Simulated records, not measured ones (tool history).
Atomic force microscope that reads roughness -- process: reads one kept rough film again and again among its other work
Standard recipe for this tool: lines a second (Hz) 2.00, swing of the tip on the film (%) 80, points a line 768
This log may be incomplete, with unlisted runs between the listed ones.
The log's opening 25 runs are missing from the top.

run      day  lines a second (Hz)  swing of the tip on the film (%)  points a line  roughness of the kept film (nm (root mean square))
      58.583  -- new tip fitted
 26   58.900                 3.98                                80            948                                               2.427
 27   61.138                 3.98                                80            948                                               2.212
 28   63.862                 0.84                                79            948                                               2.399
      64.188  -- new tip fitted
 29   65.429                 0.84                                79            948                                               2.808
 30   67.446                 0.84                                65            332                                               2.685
      69.833  -- new tip fitted
 31   69.833                 1.63                                89            828                                               2.683
 32   71.567                 1.92                                55            828                                               2.836
 33   73.158                 1.92                                55            828                                               2.644
 34   74.779                 0.78                                80            545                                               2.458
      75.483  -- new tip fitted
 35   76.196                 0.78                                80            545                                               2.888
 36   77.658                 1.04                                84            581                                               2.657
 37   79.192                 2.00                                80            731                                               2.420
      81.058  -- new tip fitted
 38   81.858                 2.14                                67            304                                               2.797
 39   84.929                 2.14                                67            304                                               2.482
      86.633  -- new tip fitted
 40   87.562                 2.00                                59            550                                               2.873
 41   90.688                 1.27                                75            550                                               2.534
      92.200  -- new tip fitted
 42   93.042                 1.27                                75            550                                               2.815
 43   95.571                 1.27                                75            550                                               2.526
 44   97.117                 3.45                                75            550                                               2.209
      97.779  -- new tip fitted
 45  100.062                 3.45                                75            550                                               2.405
 46  102.358                 0.72                                80            277                                               2.490
     103.312  -- new tip fitted
 47  105.250                 1.02                                83            592                                               2.649
 48  106.938                 1.62                                62            768                                               2.595
 49  108.708                 2.88                                62            344                                               2.340

Expected results for the next run?
     108.917  -- new tip fitted
 50  110.421                 1.70                                88            404                                                   ?

Run 50 measured roughness of the kept film (nm (root mean square)) 2.480.
The same run, on a tool lacking any hidden state, would have yielded roughness of the kept film (nm (root mean square)) 2.656.
